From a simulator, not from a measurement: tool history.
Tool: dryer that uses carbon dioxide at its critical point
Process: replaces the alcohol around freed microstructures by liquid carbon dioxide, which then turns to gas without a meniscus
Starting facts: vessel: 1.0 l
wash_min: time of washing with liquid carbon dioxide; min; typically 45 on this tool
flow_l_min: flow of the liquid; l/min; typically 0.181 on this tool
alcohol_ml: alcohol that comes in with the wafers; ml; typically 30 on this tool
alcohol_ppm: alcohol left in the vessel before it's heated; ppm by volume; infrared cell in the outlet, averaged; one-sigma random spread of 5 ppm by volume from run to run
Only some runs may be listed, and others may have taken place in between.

run   hour  wash_min  flow_l_min  alcohol_ml  alcohol_ppm
  1      0        45       0.181          30           29
  2    7.7        45       0.181          30           28
  3   16.7        45       0.181          30           27
  4   24.3        45       0.174          30           52
  5   36.7        45       0.174          30           49
  6     45        45       0.131          30          177
  7   56.5        45        0.24          30            9
  8   67.9        45        0.24          30           12
  9   77.5        45        0.24          30           10
 10   86.3        45       0.181          30           31
 11   93.1        45       0.181          30           38
 12  104.6        45       0.181          30           37
 13  118.7        45       0.211          30           29
 14  128.6        45       0.211          30           27
 15  134.6        45       0.211          30           26
 16  148.6        45       0.211          30           20
 17  162.4        45       0.211          30           20
 18  176.1        45       0.211          30           29
 19  182.9        45       0.211          30           31
 20  191.3        45       0.211          30           30
 21  200.1        44       0.181          30           51
 22  206.2        45       0.253          30           17
 23    216        45       0.253          30           15
 24  227.5        45       0.109          30          485
 25  239.5        45       0.109          30          467
 26  245.6        45       0.293          74           27
 27  253.5        51       0.141          74          190
 28  267.3        45       0.197          30           41
 29  279.8        45       0.207          62           43
 30  288.1        45       0.207          62           45
 31  298.2        34       0.136          48          984
 32    310        72       0.181          89           26
 33  321.8        29       0.181          30          406
 34  333.6        66       0.246          37           28
 35  347.2        51       0.276         116           35
 36  355.2        45       0.126          60          549
 37  365.8        54       0.281          30           25
 38  371.9        54       0.281          30           33
 39    383        54       0.281          30           30
 40  394.7        54       0.132          21           85
 41  400.4        54       0.132          21           79
 42  414.3        43       0.164          54          173
 43    424        40       0.164          37          174
 44  437.8        44       0.144          34          211
 45  443.8        44       0.144          34          211
 46  457.1        45       0.301          30           38
 47  465.8        40       0.301          30           27

Some steps in alcohol_ppm between neighbouring runs. How much of each would the tool show without its hidden state too (settings, what came in, random variation), and how much is left for the hidden state, with any gauge scatter that isn't in both results?
Unlogged tool condition in this case: flow that reaches the vessel past the clogged filter, %; alcohol in the recycled carbon dioxide, ppm; drift of the gauge itself on alcohol_ppm, %.
Run 30 -> 31: wash_min 45 -> 34, flow_l_min 0.207 -> 0.136, alcohol_ml 62 -> 48. alcohol_ppm +939 ppm by volume: hidden state +125, all else +814.
Run 31 -> 32: wash_min 34 -> 72, flow_l_min 0.136 -> 0.181, alcohol_ml 48 -> 89. alcohol_ppm -958 ppm by volume: hidden state -130, all else -828.
Run 36 -> 37: wash_min 45 -> 54, flow_l_min 0.126 -> 0.281, alcohol_ml 60 -> 30. alcohol_ppm -524 ppm by volume: hidden state -100, all else -424.

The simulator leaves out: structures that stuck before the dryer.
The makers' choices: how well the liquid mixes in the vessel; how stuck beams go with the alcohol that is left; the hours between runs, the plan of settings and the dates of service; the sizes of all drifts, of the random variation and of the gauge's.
